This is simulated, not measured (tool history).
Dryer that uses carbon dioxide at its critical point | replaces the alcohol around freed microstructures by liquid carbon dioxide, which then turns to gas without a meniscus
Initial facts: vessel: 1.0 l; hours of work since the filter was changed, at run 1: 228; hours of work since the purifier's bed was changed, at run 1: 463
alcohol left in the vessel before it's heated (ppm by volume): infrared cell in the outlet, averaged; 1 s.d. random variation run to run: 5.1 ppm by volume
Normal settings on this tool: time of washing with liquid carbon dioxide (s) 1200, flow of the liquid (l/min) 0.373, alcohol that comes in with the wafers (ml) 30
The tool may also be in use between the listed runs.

| run | hour | time of washing with liquid carbon dioxide (s) | flow of the liquid (l/min) | alcohol that comes in with the wafers (ml) | hours of work since the filter was changed | hours of work since the purifier's bed was changed | alcohol left in the vessel before it's heated (ppm by volume) |
|---|---|---|---|---|---|---|---|
| 1 | 0.0 | 1200 | 0.373 | 30 | 228 | 463 | 231 |
| 2 | 16.9 | 1200 | 0.277 | 30 | 241 | 477 | 609 |
| 3 | 31.9 | 1200 | 0.373 | 30 | 253 | 488 | 246 |
| 4 | 48.9 | 1200 | 0.373 | 30 | 266 | 502 | 254 |
| 5 | 84.4 | 1200 | 0.373 | 30 | 294 | 529 | 274 |
| 6 | 109.6 | 780 | 0.373 | 30 | 314 | 549 | 962 |
|  | 126.6 | inlet filter changed |
| 7 | 129.2 | 1560 | 0.373 | 30 | 2 | 564 | 175 |
| 8 | 159.0 | 1560 | 0.373 | 30 | 25 | 587 | 177 |
| 9 | 194.0 | 1200 | 0.373 | 30 | 53 | 614 | 256 |
| 10 | 226.7 | 1200 | 0.262 | 30 | 78 | 640 | 651 |
| 11 | 259.3 | 1200 | 0.262 | 30 | 104 | 665 | 681 |
| 12 | 276.7 | 1200 | 0.262 | 30 | 117 | 679 | 709 |
| 13 | 304.9 | 1380 | 0.373 | 30 | 139 | 701 | 232 |
| 14 | 321.9 | 1260 | 0.373 | 30 | 153 | 714 | 275 |
| 15 | 338.8 | 1260 | 0.373 | 30 | 166 | 728 | 272 |
| 16 | 365.6 | 1260 | 0.414 | 30 | 187 | 749 | 252 |
| 17 | 400.5 | 1260 | 0.414 | 30 | 214 | 776 | 272 |
|  | 413.2 | purifier's bed changed |
| 18 | 427.7 | 1260 | 0.414 | 30 | 233 | 11 | 50 |
| 19 | 446.0 | 1260 | 0.414 | 30 | 248 | 26 | 43 |
| 20 | 462.7 | 1260 | 0.414 | 30 | 261 | 39 | 45 |
| 21 | 483.6 | 1200 | 0.373 | 30 | 277 | 55 | 131 |
| 22 | 502.9 | 1200 | 0.373 | 30 | 292 | 70 | 130 |
| 23 | 519.1 | 1200 | 0.546 | 20 | 305 | 83 | 32 |
| 24 | 537.7 | 1200 | 0.523 | 20 | 319 | 97 | 37 |
|  | 547.8 | inlet filter changed |
| 25 | 558.5 | 1200 | 0.595 | 103 | 8 | 113 | 43 |
| 26 | 590.3 | 1260 | 0.436 | 28 | 33 | 138 | 51 |
| 27 | 618.9 | 1200 | 0.264 | 37 | 56 | 160 | 591 |
| 28 | 648.9 | 1740 | 0.260 | 46 | 79 | 184 | 171 |
| 29 | 668.4 | 1740 | 0.260 | 46 | 94 | 199 | 175 |
| 30 | 691.3 | 1740 | 0.260 | 46 | 112 | 217 | 186 |
| 31 | 709.2 | 1380 | 0.373 | 30 | 126 | 231 | 96 |
| 32 | 730.2 | 1380 | 0.482 | 30 | 143 | 247 | 77 |
| 33 | 762.9 | 1380 | 0.615 | 30 | 168 | 273 | 78 |
| 34 | 791.4 | 1800 | 0.373 | 53 | 191 | 295 | 91 |
| 35 | 824.6 | 1200 | 0.408 | 66 | 217 | 321 | 197 |
| 36 | 840.6 | 1020 | 0.597 | 79 | 229 | 334 | 125 |
| 37 | 857.3 | 1380 | 0.373 | 30 | 242 | 347 | 152 |
| 38 | 884.0 | 1440 | 0.241 | 30 | 263 | 368 | 523 |
| 39 | 913.9 | 1440 | 0.241 | 30 | 286 | 391 | 527 |
| 40 | 943.2 | 1440 | 0.241 | 30 | 309 | 414 | 571 |
|  | 966.2 | inlet filter changed |
| 41 | 975.7 | 1500 | 0.373 | 52 | 7 | 439 | 153 |
| 42 | 1002.5 | 1080 | 0.603 | 22 | 28 | 460 | 136 |
| 43 | 1021.7 | 900 | 0.512 | 51 | 43 | 475 | 206 |
| 44 | 1057.6 | 900 | 0.512 | 51 | 72 | 503 | 233 |

Subtracting, for every run, the result it would have given without the tool's unlogged condition from the measured result gives the following. The same run-to-run variation enters both numbers; the gauge's scatter may not:
Hidden conditions of the tool in this case: flow that reaches the vessel past the clogged filter, %; alcohol in the recycled carbon dioxide, ppm; drift of the gauge itself on alcohol_ppm, %.
| run | alcohol left in the vessel before it's heated (ppm by volume) |
|---|---|
| 1 | +169 |
| 2 | +290 |
| 3 | +182 |
| 4 | +193 |
| 5 | +205 |
| 6 | +449 |
| 7 | +161 |
| 8 | +164 |
| 9 | +189 |
| 10 | +241 |
| 11 | +263 |
| 12 | +283 |
| 13 | +206 |
| 14 | +223 |
| 15 | +226 |
| 16 | +225 |
| 17 | +239 |
| 18 | +19 |
| 19 | +24 |
| 20 | +29 |
| 21 | +66 |
| 22 | +72 |
| 23 | +25 |
| 24 | +31 |
| 25 | +32 |
| 26 | +39 |
| 27 | +91 |
| 28 | +70 |
| 29 | +77 |
| 30 | +87 |
| 31 | +72 |
| 32 | +68 |
| 33 | +74 |
| 34 | +82 |
| 35 | +130 |
| 36 | +102 |
| 37 | +115 |
| 38 | +247 |
| 39 | +264 |
| 40 | +297 |
| 41 | +121 |
| 42 | +126 |
| 43 | +136 |
| 44 | +155 |

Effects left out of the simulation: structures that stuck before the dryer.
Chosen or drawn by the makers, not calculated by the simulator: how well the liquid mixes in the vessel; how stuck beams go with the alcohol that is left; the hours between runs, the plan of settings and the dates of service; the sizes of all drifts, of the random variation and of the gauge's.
